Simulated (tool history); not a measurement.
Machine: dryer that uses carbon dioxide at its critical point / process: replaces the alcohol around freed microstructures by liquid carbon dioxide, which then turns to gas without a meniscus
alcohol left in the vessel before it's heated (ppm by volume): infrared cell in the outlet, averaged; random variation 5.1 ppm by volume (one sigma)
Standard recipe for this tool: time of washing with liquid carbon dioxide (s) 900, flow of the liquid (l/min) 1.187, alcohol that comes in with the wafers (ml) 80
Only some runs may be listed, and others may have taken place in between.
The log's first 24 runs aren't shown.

| run | hour | time of washing with liquid carbon dioxide (s) | flow of the liquid (l/min) | alcohol that comes in with the wafers (ml) | alcohol left in the vessel before it's heated (ppm by volume) |
|---|---|---|---|---|---|
| 25 | 1044.9 | 780 | 0.9 | 56 | 397 |
| 26 | 1103.4 | 780 | 0.9 | 56 | 443 |
| 27 | 1138.3 | 720 | 1.23 | 74 | 215 |
| 28 | 1201.3 | 1140 | 0.84 | 50 | 119 |
| 29 | 1263.1 | 720 | 1 | 26 | 228 |
| 30 | 1319 | 840 | 0.74 | 66 | 915 |
| 31 | 1358 | 840 | 1.34 | 58 | 95 |
| 32 | 1390.4 | 840 | 1.34 | 58 | 85 |
| 33 | 1422.7 | 1080 | 1.34 | 58 | 63 |
| 34 | 1448.5 | 1020 | 1.187 | 37 | 55 |
| 35 | 1478.8 | 600 | 1.31 | 93 | 606 |
| 36 | 1530.8 | 600 | 1.31 | 93 | 641 |
|  | 1577.5 | inlet filter changed |
| 37 | 1583.8 | 540 | 0.84 | 31 | 977 |

What if the next run were any one of these 4? Each begins from the tool's condition after run 37:
| A | 1610.5 | 1080 | 1.12 | 31 | ? |
| B | 1610.5 | 1140 | 1.67 | 68 | ? |
| C | 1610.5 | 720 | 0.84 | 31 | ? |
| D | 1610.5 | 900 | 1.02 | 63 | ? |

| run | alcohol left in the vessel before it's heated (ppm by volume) |
|---|---|
| A | 62 |
| B | 54 |
| C | 415 |
| D | 160 |
Without the tool's unlogged condition, the same runs would have read:
| run | alcohol left in the vessel before it's heated (ppm by volume) |
|---|---|
| A | 15 |
| B | 8 |
| C | 354 |
| D | 108 |
